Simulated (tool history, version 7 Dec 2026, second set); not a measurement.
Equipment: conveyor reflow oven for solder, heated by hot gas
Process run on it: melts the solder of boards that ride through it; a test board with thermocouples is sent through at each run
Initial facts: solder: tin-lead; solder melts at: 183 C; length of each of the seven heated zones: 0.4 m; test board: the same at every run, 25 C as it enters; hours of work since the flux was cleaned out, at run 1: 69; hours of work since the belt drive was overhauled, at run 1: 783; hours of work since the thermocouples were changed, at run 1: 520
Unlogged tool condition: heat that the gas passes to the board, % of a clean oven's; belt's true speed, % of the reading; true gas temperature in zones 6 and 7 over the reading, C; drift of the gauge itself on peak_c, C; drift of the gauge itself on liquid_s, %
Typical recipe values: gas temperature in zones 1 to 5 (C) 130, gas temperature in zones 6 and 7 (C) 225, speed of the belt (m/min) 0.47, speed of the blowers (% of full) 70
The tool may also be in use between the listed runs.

| run | hour | gas temperature in zones 1 to 5 (C) | gas temperature in zones 6 and 7 (C) | speed of the belt (m/min) | speed of the blowers (% of full) | hours of work since the flux was cleaned out | hours of work since the belt drive was overhauled | hours of work since the thermocouples were changed | highest temperature of the board (C) | time above the solder's melting point (s) |
|---|---|---|---|---|---|---|---|---|---|---|
| 1 | 0 | 130 | 225 | 0.47 | 70 | 69 | 783 | 520 | 215.3 | 74.3 |
| 2 | 40.4 | 130 | 225 | 0.47 | 70 | 85 | 800 | 537 | 215 | 74.4 |
| 3 | 109.8 | 130 | 214 | 0.47 | 70 | 114 | 829 | 565 | 205.1 | 62.5 |
| 4 | 163.9 | 130 | 225 | 0.47 | 70 | 136 | 851 | 587 | 215.2 | 74 |
|  | 206.5 | belt drive overhauled, speed set with a stopwatch |
| 5 | 206.5 | 130 | 225 | 0.47 | 68 | 152 | 0 | 603 | 214 | 72 |
| 6 | 284.7 | 130 | 225 | 0.47 | 68 | 184 | 32 | 636 | 214.1 | 71.4 |
| 7 | 359.3 | 130 | 225 | 0.47 | 68 | 215 | 63 | 666 | 213.9 | 71.4 |
| 8 | 451.7 | 130 | 225 | 0.47 | 70 | 253 | 101 | 704 | 214.2 | 71.8 |
| 9 | 514.8 | 130 | 225 | 0.47 | 70 | 279 | 127 | 730 | 214.2 | 71.8 |
|  | 555.4 | flux residue cleaned out of gas plates and filters |
| 10 | 565.9 | 130 | 225 | 0.47 | 70 | 4 | 146 | 749 | 215.5 | 74 |
| 11 | 606.4 | 130 | 225 | 0.47 | 70 | 21 | 163 | 766 | 215.6 | 74 |
| 12 | 671.9 | 121 | 225 | 0.47 | 70 | 48 | 190 | 793 | 214.3 | 69.2 |
| 13 | 743.7 | 130 | 225 | 0.47 | 82 | 78 | 219 | 822 | 217.8 | 77.2 |
| 14 | 802.7 | 130 | 225 | 0.47 | 82 | 102 | 243 | 847 | 217.7 | 76.9 |
| 15 | 881.6 | 130 | 225 | 0.47 | 82 | 134 | 276 | 879 | 217.5 | 77 |
| 16 | 935.9 | 130 | 225 | 0.47 | 82 | 157 | 298 | 902 | 217.5 | 77.1 |
| 17 | 1021.8 | 130 | 225 | 0.542 | 64 | 192 | 334 | 937 | 209 | 55.2 |
| 18 | 1069.7 | 141 | 216 | 0.48 | 73 | 212 | 353 | 957 | 208.4 | 69.3 |
| 19 | 1157.5 | 141 | 216 | 0.48 | 73 | 248 | 389 | 993 | 208.2 | 69.1 |
| 20 | 1206.5 | 141 | 237 | 0.48 | 65 | 268 | 410 | 1013 | 225.6 | 85.1 |
| 21 | 1251.3 | 141 | 237 | 0.48 | 65 | 287 | 428 | 1031 | 225.5 | 85 |
|  | 1275.1 | flux residue cleaned out of gas plates and filters |
| 22 | 1343.6 | 126 | 225 | 0.52 | 70 | 28 | 464 | 1067 | 213.2 | 62.1 |
| 23 | 1409.1 | 130 | 225 | 0.559 | 70 | 55 | 491 | 1094 | 211.5 | 56.6 |
| 24 | 1449.1 | 130 | 225 | 0.446 | 70 | 72 | 507 | 1111 | 217.6 | 81.1 |
|  | 1527.5 | thermocouples of zones 6 and 7 changed |
| 25 | 1546.3 | 130 | 219 | 0.47 | 66 | 111 | 547 | 8 | 207.6 | 64.6 |
| 26 | 1598.2 | 130 | 219 | 0.47 | 81 | 132 | 568 | 29 | 210.5 | 70.4 |
| 27 | 1678.5 | 130 | 219 | 0.47 | 81 | 165 | 601 | 62 | 210.3 | 70.1 |
| 28 | 1721.5 | 135 | 215 | 0.482 | 76 | 183 | 619 | 80 | 205.7 | 64 |
| 29 | 1802.6 | 126 | 219 | 0.524 | 67 | 216 | 652 | 113 | 203.7 | 49.8 |
| 30 | 1881 | 130 | 225 | 0.514 | 60 | 249 | 684 | 146 | 208.5 | 57.6 |
| 31 | 1971 | 136 | 227 | 0.536 | 67 | 286 | 722 | 183 | 211.6 | 61.5 |

Here are 3 independent what-if runs from the current tool condition. What would each one return?
|  | 1992.7 | flux residue cleaned out of gas plates and filters |
| A | 2062.6 | 136 | 239 | 0.466 | 67 | 29 | 757 | 218 | ? | ? |
|  | 1992.7 | flux residue cleaned out of gas plates and filters |
| B | 2062.6 | 130 | 225 | 0.406 | 70 | 29 | 757 | 218 | ? | ? |
|  | 1992.7 | flux residue cleaned out of gas plates and filters |
| C | 2062.6 | 136 | 229 | 0.536 | 67 | 29 | 757 | 218 | ? | ? |

| run | highest temperature of the board (C) | time above the solder's melting point (s) |
|---|---|---|
| A | 228.2 | 88.3 |
| B | 218.1 | 91.9 |
| C | 215.3 | 66.2 |
The same runs, with their run-to-run variation unchanged, on a tool lacking any hidden condition would have given:
| run | highest temperature of the board (C) | time above the solder's melting point (s) |
|---|---|---|
| A | 227.7 | 87 |
| B | 217.7 | 90.4 |
| C | 214.9 | 65 |

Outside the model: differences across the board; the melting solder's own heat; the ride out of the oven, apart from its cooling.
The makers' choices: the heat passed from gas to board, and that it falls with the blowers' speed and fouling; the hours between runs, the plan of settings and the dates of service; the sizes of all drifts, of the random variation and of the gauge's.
